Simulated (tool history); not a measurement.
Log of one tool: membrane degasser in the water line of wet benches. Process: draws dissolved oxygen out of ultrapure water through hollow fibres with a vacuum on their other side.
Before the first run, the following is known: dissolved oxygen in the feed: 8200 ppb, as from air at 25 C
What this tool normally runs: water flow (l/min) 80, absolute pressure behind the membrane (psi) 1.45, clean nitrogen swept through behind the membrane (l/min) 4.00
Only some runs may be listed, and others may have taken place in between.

run,day,water flow (l/min),absolute pressure behind the membrane (psi),clean nitrogen swept through behind the membrane (l/min),dissolved oxygen in the water behind the degasser (ppb),pressure that the water loses in the fibres (psi)
1,0.000,80,1.45,4.00,429.5,5.957
2,4.896,80,1.45,4.00,430.0,5.919
3,8.350,80,2.18,4.00,616.2,5.925
4,14.633,80,1.45,4.00,431.1,5.945
5,18.804,80,1.45,4.00,428.7,5.922
6,25.704,80,1.45,8.78,283.1,5.889
7,32.692,80,1.45,8.78,281.5,5.939
8,36.688,80,1.28,4.00,380.2,5.884
9,44.242,80,1.28,5.10,328.9,5.922
10,52.146,80,1.28,5.10,330.9,5.928
11,56.504,80,1.28,5.10,334.9,5.925
12,61.200,80,1.28,5.10,328.6,5.923
13,68.942,80,1.28,5.10,336.4,5.958
14,75.108,80,3.48,4.00,961.9,5.931
15,82.738,80,3.48,4.03,953.2,5.897
16,86.012,80,1.19,1.66,570.8,5.948
17,91.167,80,1.19,4.32,338.2,5.971
18,99.296,80,1.19,4.32,344.6,5.903
19,102.967,63,1.64,11.98,188.6,4.724
20,109.462,87,1.45,2.00,690.1,6.450
21,112.788,87,1.45,2.00,704.7,6.428
22,117.888,83,1.45,3.20,505.8,6.183
23,123.383,67,1.80,10.35,236.7,4.943
24,127.671,126,1.80,3.46,906.6,9.324
25,135.433,80,1.45,1.69,707.0,5.961
26,139.950,80,2.49,3.08,842.2,5.899
27,147.100,63,2.80,3.87,629.7,4.695
28,150.546,63,2.80,3.87,639.8,4.647
29,158.000,102,1.20,10.34,329.7,7.558

Put back what was entered between runs (2 entries, withheld): which listed runs does each sit between, and how does the hidden state differ from the listed run before to the listed run after?
In the gap between runs 5 and 6: seals of the vacuum lines changed (day 22.404)
  air that leaks in behind the membrane, l/min: 0.0023 -> 0.002
In the gap between runs 16 and 17: vacuum gauge calibrated (day 86.446)
  true pressure behind the membrane over the reading, kPa: 0.01 -> 0
